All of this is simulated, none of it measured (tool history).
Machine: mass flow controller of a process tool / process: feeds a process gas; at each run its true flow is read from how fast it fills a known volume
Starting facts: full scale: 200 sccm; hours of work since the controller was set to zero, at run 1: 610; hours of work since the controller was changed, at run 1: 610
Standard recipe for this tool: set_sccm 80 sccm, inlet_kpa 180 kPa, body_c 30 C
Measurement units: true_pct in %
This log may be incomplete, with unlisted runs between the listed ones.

run,day,set_sccm,inlet_kpa,body_c,hours of work since the controller was set to zero,hours of work since the controller was changed,true_pct
1,0,80,180,30,610,610,98.54
2,4.988,27,180,30,677,677,98.01
3,7.446,80,174,30,710,710,98.54
4,10.617,80,174,30,753,753,98.49
5,15.396,80,180,30,818,818,98.38
6,18.704,80,180,30,863,863,98.38
7,21.204,80,180,30,897,897,98.23
8,25.429,80,180,36,954,954,98.2
9,27.854,80,240,30,987,987,98.4
10,30.6,80,240,30,1024,1024,98.25
11,35.4,80,240,30,1089,1089,98.27
12,39.783,80,240,30,1148,1148,98.29
13,42.25,80,180,36,1181,1181,97.88
14,46.6,80,180,24,1240,1240,98.15
15,51.617,80,180,21,1308,1308,98.1
16,54.121,80,180,30,1342,1342,97.92
17,59.188,80,180,28,1410,1410,97.76
18,62.154,80,180,28,1451,1451,97.87
19,67.279,80,180,30,1520,1520,97.85
20,69.471,80,180,30,1550,1550,97.6
21,73.642,80,180,30,1606,1606,97.58
22,78.15,80,180,30,1667,1667,97.65
23,81.446,80,240,30,1712,1712,97.57
24,84.367,21,155,30,1751,1751,96.79
25,86.842,35,155,20,1785,1785,97.21
# day 89.375: gauge calibrated
26,90.562,80,154,30,1835,1835,98.44
27,95.383,80,154,36,1900,1900,98.41
28,98.688,80,154,36,1945,1945,98.29
29,102.242,80,154,36,1993,1993,98.29
30,106.875,80,154,36,2056,2056,98.31
31,109.646,119,179,30,2093,2093,98.71
32,113.129,127,236,20,2140,2140,99.01
33,116.042,42,180,33,2180,2180,97.81
34,120.246,186,175,32,2237,2237,99.19
35,123,186,175,32,2274,2274,99.15
36,125.408,186,175,32,2306,2306,99.18
37,128.504,186,175,32,2348,2348,99.06
38,132.983,186,175,32,2409,2409,98.98
39,135.083,22,148,32,2437,2437,97.25
40,139.825,197,180,26,2502,2502,99.13
41,142.546,41,214,34,2538,2538,97.46
42,146.433,186,146,30,2591,2591,99.01
43,151.388,38,146,29,2658,2658,97.38

Results for each run, recomputed without the tool's hidden state and with each run's random variation untouched:
Hidden conditions of the tool in this case: flow at rest that the sensor doesn't see, % of full scale; true flow over the shown one, %; drift of the gauge itself on true_pct, %.
run,true_pct
1,98.54
2,98.09
3,98.65
4,98.64
5,98.61
6,98.65
7,98.53
8,98.57
9,98.8
10,98.69
11,98.78
12,98.86
13,98.48
14,98.82
15,98.85
16,98.7
17,98.61
18,98.76
19,98.82
20,98.59
21,98.64
22,98.78
23,98.74
24,98.01
25,98.46
26,98.46
27,98.5
28,98.44
29,98.48
30,98.57
31,99.01
32,99.36
33,98.21
34,99.64
35,99.64
36,99.7
37,99.63
38,99.61
39,97.93
40,99.86
41,98.23
42,99.84
43,98.28
